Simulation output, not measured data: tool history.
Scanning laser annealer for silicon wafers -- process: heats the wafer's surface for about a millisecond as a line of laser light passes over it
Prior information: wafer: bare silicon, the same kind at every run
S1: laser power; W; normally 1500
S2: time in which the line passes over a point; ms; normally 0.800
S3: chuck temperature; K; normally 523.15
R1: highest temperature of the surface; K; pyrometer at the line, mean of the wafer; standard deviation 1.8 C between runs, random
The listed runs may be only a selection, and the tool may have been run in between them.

{"run": 1, "hour": 0.0, "S1": 1500, "S2": 0.8, "S3": 523.15, "R1": 1318.15}
{"run": 2, "hour": 41.0, "S1": 1500, "S2": 0.8, "S3": 523.15, "R1": 1319.15}
{"run": 3, "hour": 95.0, "S1": 1500, "S2": 0.8, "S3": 523.15, "R1": 1318.15}
{"run": 4, "hour": 167.8, "S1": 1500, "S2": 0.8, "S3": 523.15, "R1": 1315.15}
{"run": 5, "hour": 250.4, "S1": 1500, "S2": 0.8, "S3": 543.15, "R1": 1331.15}
{"run": 6, "hour": 325.0, "S1": 1500, "S2": 0.8, "S3": 543.15, "R1": 1330.15}
{"run": 7, "hour": 383.4, "S1": 1500, "S2": 0.8, "S3": 543.15, "R1": 1327.15}
{"run": 8, "hour": 432.1, "S1": 1500, "S2": 0.8, "S3": 543.15, "R1": 1326.15}
{"run": 9, "hour": 507.4, "S1": 1500, "S2": 0.8, "S3": 503.15, "R1": 1285.15}
{"run": 10, "hour": 563.3, "S1": 1500, "S2": 0.8, "S3": 503.15, "R1": 1282.15}
{"run": 11, "hour": 610.7, "S1": 1500, "S2": 0.8, "S3": 523.15, "R1": 1301.15}
{"run": 12, "hour": 681.0, "S1": 1500, "S2": 0.668, "S3": 523.15, "R1": 1242.15}
{"run": 13, "hour": 721.3, "S1": 1500, "S2": 0.668, "S3": 523.15, "R1": 1239.15}
{"run": 14, "hour": 773.0, "S1": 1424, "S2": 0.8, "S3": 523.15, "R1": 1250.15}
{"run": 15, "hour": 816.4, "S1": 1424, "S2": 0.8, "S3": 523.15, "R1": 1249.15}
{"run": 16, "hour": 888.1, "S1": 1424, "S2": 0.8, "S3": 523.15, "R1": 1245.15}
{"run": 17, "hour": 952.0, "S1": 1424, "S2": 0.8, "S3": 523.15, "R1": 1245.15}
{"run": 18, "hour": 1023.5, "S1": 1424, "S2": 0.8, "S3": 523.15, "R1": 1243.15}
{"run": 19, "hour": 1065.4, "S1": 1424, "S2": 0.8, "S3": 523.15, "R1": 1243.15}
{"run": 20, "hour": 1102.3, "S1": 1507, "S2": 0.979, "S3": 523.15, "R1": 1361.15}
{"run": 21, "hour": 1155.0, "S1": 1522, "S2": 0.76, "S3": 518.15, "R1": 1273.15}
{"run": 22, "hour": 1188.8, "S1": 1357, "S2": 0.8, "S3": 512.15, "R1": 1188.15}
{"hour": 1224.3, "done": "window over the wafer cleaned"}
{"run": 23, "hour": 1243.3, "S1": 1562, "S2": 0.663, "S3": 523.15, "R1": 1304.15}
{"run": 24, "hour": 1300.5, "S1": 1562, "S2": 0.663, "S3": 523.15, "R1": 1301.15}
{"run": 25, "hour": 1359.5, "S1": 1562, "S2": 0.663, "S3": 523.15, "R1": 1300.15}
{"run": 26, "hour": 1426.6, "S1": 1348, "S2": 0.986, "S3": 559.15, "R1": 1327.15}
{"run": 27, "hour": 1481.4, "S1": 1502, "S2": 0.912, "S3": 519.15, "R1": 1366.15}
{"run": 28, "hour": 1556.7, "S1": 1500, "S2": 0.945, "S3": 529.15, "R1": 1385.15}
{"run": 29, "hour": 1609.0, "S1": 1485, "S2": 0.975, "S3": 559.15, "R1": 1412.15}
{"hour": 1687.1, "done": "optics aligned, line set to its width"}
{"run": 30, "hour": 1693.0, "S1": 1485, "S2": 0.975, "S3": 559.15, "R1": 1422.15}
{"run": 31, "hour": 1758.8, "S1": 1485, "S2": 0.975, "S3": 559.15, "R1": 1419.15}
{"run": 32, "hour": 1828.3, "S1": 1333, "S2": 0.75, "S3": 530.15, "R1": 1206.15}
{"run": 33, "hour": 1866.6, "S1": 1365, "S2": 0.849, "S3": 508.15, "R1": 1237.15}
{"run": 34, "hour": 1927.8, "S1": 1365, "S2": 0.849, "S3": 508.15, "R1": 1240.15}
{"run": 35, "hour": 1993.5, "S1": 1605, "S2": 0.753, "S3": 509.15, "R1": 1350.15}

Some steps in R1 between neighbouring runs. How much of each would the tool show without its hidden state too (settings, what came in, random variation), and how much is left for the hidden state, with any gauge scatter that isn't in both results?
What the log doesn't record here: light that passes the window, % of a clean one's; laser's true power over the reading, %; width of the line over the set one, %; drift of the gauge itself on peak_c, C.
Run 19 -> 20: S1 1424 -> 1507, S2 0.800 -> 0.979. R1 +118.00 K: hidden state -11.00, all else +129.00.
Run 22 -> 23: S1 1357 -> 1562, S2 0.800 -> 0.663, S3 512.15 -> 523.15, window over the wafer cleaned. R1 +116.00 K: hidden state +39.00, all else +77.00.
Run 29 -> 30: optics aligned, line set to its width. R1 +10.00 K: hidden state +9.00, all else +1.00.
Run 31 -> 32: S1 1485 -> 1333, S2 0.975 -> 0.750, S3 559.15 -> 530.15. R1 -213.00 K: hidden state +4.00, all else -217.00.
